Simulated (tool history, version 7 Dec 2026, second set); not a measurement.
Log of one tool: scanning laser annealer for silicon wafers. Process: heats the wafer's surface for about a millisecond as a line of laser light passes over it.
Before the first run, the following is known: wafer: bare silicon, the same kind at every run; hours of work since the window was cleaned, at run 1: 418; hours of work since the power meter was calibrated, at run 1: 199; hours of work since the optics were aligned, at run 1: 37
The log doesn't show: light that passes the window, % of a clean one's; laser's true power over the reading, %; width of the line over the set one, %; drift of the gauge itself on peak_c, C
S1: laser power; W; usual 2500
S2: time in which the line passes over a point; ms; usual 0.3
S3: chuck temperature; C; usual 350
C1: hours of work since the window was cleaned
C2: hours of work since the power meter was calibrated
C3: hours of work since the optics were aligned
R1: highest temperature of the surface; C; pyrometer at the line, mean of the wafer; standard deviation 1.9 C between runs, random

run 1 hour=0 | S1=2500 S2=0.3 S3=350 | C1=418 C2=199 C3=37 | R1=1100
run 2 hour=9.4 | S1=2500 S2=0.3 S3=350 | C1=425 C2=207 C3=44 | R1=1096
run 3 hour=23.8 | S1=2500 S2=0.3 S3=350 | C1=437 C2=218 C3=56 | R1=1095
run 4 hour=35 | S1=2500 S2=0.3 S3=350 | C1=446 C2=227 C3=65 | R1=1098
run 5 hour=49.9 | S1=2500 S2=0.3 S3=350 | C1=457 C2=239 C3=77 | R1=1094
run 6 hour=56.6 | S1=2500 S2=0.3 S3=350 | C1=463 C2=244 C3=82 | R1=1094
run 7 hour=63.6 | S1=2500 S2=0.3 S3=350 | C1=468 C2=250 C3=87 | R1=1094
run 8 hour=72 | S1=2498 S2=0.3 S3=350 | C1=475 C2=257 C3=94 | R1=1091
run 9 hour=83.2 | S1=2498 S2=0.3 S3=350 | C1=484 C2=265 C3=103 | R1=1092
run 10 hour=95.9 | S1=2498 S2=0.3 S3=350 | C1=494 C2=275 C3=113 | R1=1090
run 11 hour=103.6 | S1=2131 S2=0.308 S3=345 | C1=500 C2=282 C3=119 | R1=975
-- hour=107.8 laser's power meter calibrated
run 12 hour=116.4 | S1=2500 S2=0.3 S3=376 | C1=508 C2=7 C3=127 | R1=1120
run 13 hour=129.9 | S1=2425 S2=0.228 S3=338 | C1=518 C2=17 C3=138 | R1=966
run 14 hour=137.8 | S1=2425 S2=0.228 S3=338 | C1=525 C2=24 C3=144 | R1=966
run 15 hour=151.3 | S1=2425 S2=0.228 S3=338 | C1=535 C2=35 C3=155 | R1=965
run 16 hour=161.3 | S1=2713 S2=0.217 S3=368 | C1=543 C2=42 C3=163 | R1=1061

Predict each of these 3 candidate next runs independently; none follows another, all start after run 16:
-- hour=169.9 window over the wafer cleaned
run A hour=170.8 | S1=2245 S2=0.216 S3=350 | C1=1 C2=48 C3=168 | R1=?
-- hour=169.9 window over the wafer cleaned
run B hour=170.8 | S1=2713 S2=0.23 S3=329 | C1=1 C2=48 C3=168 | R1=?
-- hour=169.9 window over the wafer cleaned
run C hour=170.8 | S1=2500 S2=0.267 S3=385 | C1=1 C2=48 C3=168 | R1=?

run=A R1=947
run=B R1=1091
run=C R1=1128
With no hidden state in the tool, these same runs would have given:
run=A R1=946
run=B R1=1090
run=C R1=1127
